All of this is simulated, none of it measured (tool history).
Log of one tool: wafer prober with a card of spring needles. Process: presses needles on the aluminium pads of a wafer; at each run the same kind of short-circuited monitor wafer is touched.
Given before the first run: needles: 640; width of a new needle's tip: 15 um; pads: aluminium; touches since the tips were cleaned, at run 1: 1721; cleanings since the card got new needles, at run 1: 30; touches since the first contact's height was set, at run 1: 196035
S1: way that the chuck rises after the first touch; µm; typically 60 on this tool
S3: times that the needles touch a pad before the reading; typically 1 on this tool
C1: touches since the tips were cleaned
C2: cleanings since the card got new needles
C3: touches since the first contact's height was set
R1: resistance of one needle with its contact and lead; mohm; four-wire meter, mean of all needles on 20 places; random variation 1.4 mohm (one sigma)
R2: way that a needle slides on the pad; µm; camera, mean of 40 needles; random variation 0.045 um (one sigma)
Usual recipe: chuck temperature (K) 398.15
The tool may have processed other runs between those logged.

Run 1, day 0: usual settings; C1 1721; C2 30; C3 196035. Result: R1 129 mohm, R2 16.2 µm.
At day 0.525: tips cleaned on abrasive film.
Run 2, day 0.717: usual settings; C1 1578; C2 31; C3 201880. Result: R1 126 mohm, R2 16.18 µm.
At day 1.25: tips cleaned on abrasive film.
Run 3, day 1.496: usual settings but chuck temperature (K) 313.15; C1 2025; C2 32; C3 208253. Result: R1 118 mohm, R2 16.21 µm.
At day 1.988: tips cleaned on abrasive film.
Run 4, day 2.242: usual settings but chuck temperature (K) 316.15; C1 2068; C2 33; C3 214322. Result: R1 116 mohm, R2 16.16 µm.
At day 2.767: tips cleaned on abrasive film.
Run 5, day 2.896: usual settings but S1 59 µm; C1 1048; C2 34; C3 219663. Result: R1 130 mohm, R2 15.98 µm.
At day 3.529: tips cleaned on abrasive film.
Run 6, day 3.633: usual settings but S1 59 µm; C1 847; C2 35; C3 225681. Result: R1 129 mohm, R2 16.03 µm.
Run 7, day 4.121: usual settings; C1 4833; C2 35; C3 229667. Result: R1 128 mohm, R2 16.26 µm.
At day 4.267: tips cleaned on abrasive film.
At day 5.012: tips cleaned on abrasive film.
Run 8, day 5.096: usual settings; C1 669; C2 37; C3 237603. Result: R1 130 mohm, R2 16.26 µm.
At day 5.438: height of the first contact set anew.
At day 5.825: tips cleaned on abrasive film.
Run 9, day 5.883: usual settings; C1 489; C2 38; C3 3647. Result: R1 130 mohm, R2 16.26 µm.
Run 10, day 6.388: usual settings; C1 4603; C2 38; C3 7761. Result: R1 129 mohm, R2 16.34 µm.
At day 6.558: tips cleaned on abrasive film.
At day 7.292: tips cleaned on abrasive film.
Run 11, day 7.292: usual settings; C1 0; C2 40; C3 15139. Result: R1 130 mohm, R2 16.46 µm.
At day 8.05: tips cleaned on abrasive film.
Run 12, day 8.05: usual settings; C1 0; C2 41; C3 21297. Result: R1 127 mohm, R2 16.37 µm.
Run 13, day 8.525: usual settings but S1 53 µm; C1 3903; C2 41; C3 25200. Result: R1 134 mohm, R2 14.49 µm.
At day 8.817: tips cleaned on abrasive film.
Run 14, day 9.321: usual settings but S1 53 µm; C1 4146; C2 42; C3 31724. Result: R1 131 mohm, R2 14.45 µm.
At day 9.583: tips cleaned on abrasive film.
Run 15, day 10.238: usual settings but S1 53 µm, S3 2; C1 5378; C2 43; C3 39203. Result: R1 129 mohm, R2 14.52 µm.
At day 10.346: tips cleaned on abrasive film.
Run 16, day 10.867: usual settings but S1 53 µm; C1 4267; C2 44; C3 44331. Result: R1 131 mohm, R2 14.58 µm.
At day 11.083: tips cleaned on abrasive film.
At day 11.804: tips cleaned on abrasive film.
Run 17, day 11.804: usual settings but S1 53 µm; C1 0; C2 46; C3 51938. Result: R1 131 mohm, R2 14.69 µm.
Run 18, day 12.296: usual settings but S1 53 µm; C1 4035; C2 46; C3 55973. Result: R1 129 mohm, R2 14.61 µm.
At day 12.542: gauge calibrated.
At day 12.546: tips cleaned on abrasive film.
Run 19, day 13.096: usual settings; C1 4528; C2 47; C3 62515. Result: R1 130 mohm, R2 16.13 µm.
At day 13.288: tips cleaned on abrasive film.
At day 14.033: tips cleaned on abrasive film.
Run 20, day 14.079: usual settings but S1 42 µm, chuck temperature (K) 370.15, S3 3; C1 391; C2 49; C3 70519. Result: R1 131 mohm, R2 11.37 µm.
Run 21, day 14.658: usual settings but S1 75 µm; C1 5142; C2 49; C3 75270. Result: R1 123 mohm, R2 20.34 µm.
At day 14.762: tips cleaned on abrasive film.
Run 22, day 15.338: usual settings but S1 78 µm, chuck temperature (K) 299.15; C1 4712; C2 50; C3 80800. Result: R1 109 mohm, R2 21.17 µm.
At day 15.5: tips cleaned on abrasive film.
At day 16.221: tips cleaned on abrasive film.
Run 23, day 16.233: usual settings but S1 66 µm, chuck temperature (K) 315.15; C1 87; C2 52; C3 88071. Result: R1 115 mohm, R2 17.86 µm.
At day 16.958: tips cleaned on abrasive film.
Run 24, day 17.1: usual settings but S3 2; C1 1163; C2 53; C3 95170. Result: R1 128 mohm, R2 16.34 µm.
At day 17.717: tips cleaned on abrasive film.
Run 25, day 18.025: usual settings but chuck temperature (K) 392.15; C1 2515; C2 54; C3 102709. Result: R1 130 mohm, R2 16.4 µm.
At day 18.471: tips cleaned on abrasive film.
Run 26, day 18.65: usual settings but S1 64 µm, chuck temperature (K) 375.15, S3 3; C1 1491; C2 55; C3 107819. Result: R1 126 mohm, R2 17.46 µm.
At day 19.188: tips cleaned on abrasive film.
Run 27, day 19.225: usual settings but S1 58 µm, chuck temperature (K) 372.15, S3 2; C1 300; C2 56; C3 112500. Result: R1 126 mohm, R2 15.84 µm.
At day 19.946: tips cleaned on abrasive film.
Run 28, day 20.183: usual settings but S1 58 µm, chuck temperature (K) 372.15, S3 2; C1 1964; C2 57; C3 120327. Result: R1 125 mohm, R2 15.74 µm.
At day 20.671: tips cleaned on abrasive film.
Run 29, day 20.808: usual settings but S1 58 µm, chuck temperature (K) 372.15, S3 2; C1 1116; C2 58; C3 125427. Result: R1 124 mohm, R2 15.77 µm.
At day 21.404: tips cleaned on abrasive film.
Run 30, day 21.529: usual settings but S1 58 µm, chuck temperature (K) 391.15, S3 3; C1 1018; C2 59; C3 131300. Result: R1 124 mohm, R2 15.84 µm.

Run 31 comes next. What will it give?
Run 31, day 22.067: usual settings but S1 58 µm, chuck temperature (K) 391.15, S3 3; C1 5418; C2 59; C3 135700. Result: R1 ?, R2 ?.

R1: 127 mohm
R2: 15.91 µm
On a tool with no hidden condition, and with the same random variation, this run would have come out at R1 127 mohm, R2 15.67 µm.

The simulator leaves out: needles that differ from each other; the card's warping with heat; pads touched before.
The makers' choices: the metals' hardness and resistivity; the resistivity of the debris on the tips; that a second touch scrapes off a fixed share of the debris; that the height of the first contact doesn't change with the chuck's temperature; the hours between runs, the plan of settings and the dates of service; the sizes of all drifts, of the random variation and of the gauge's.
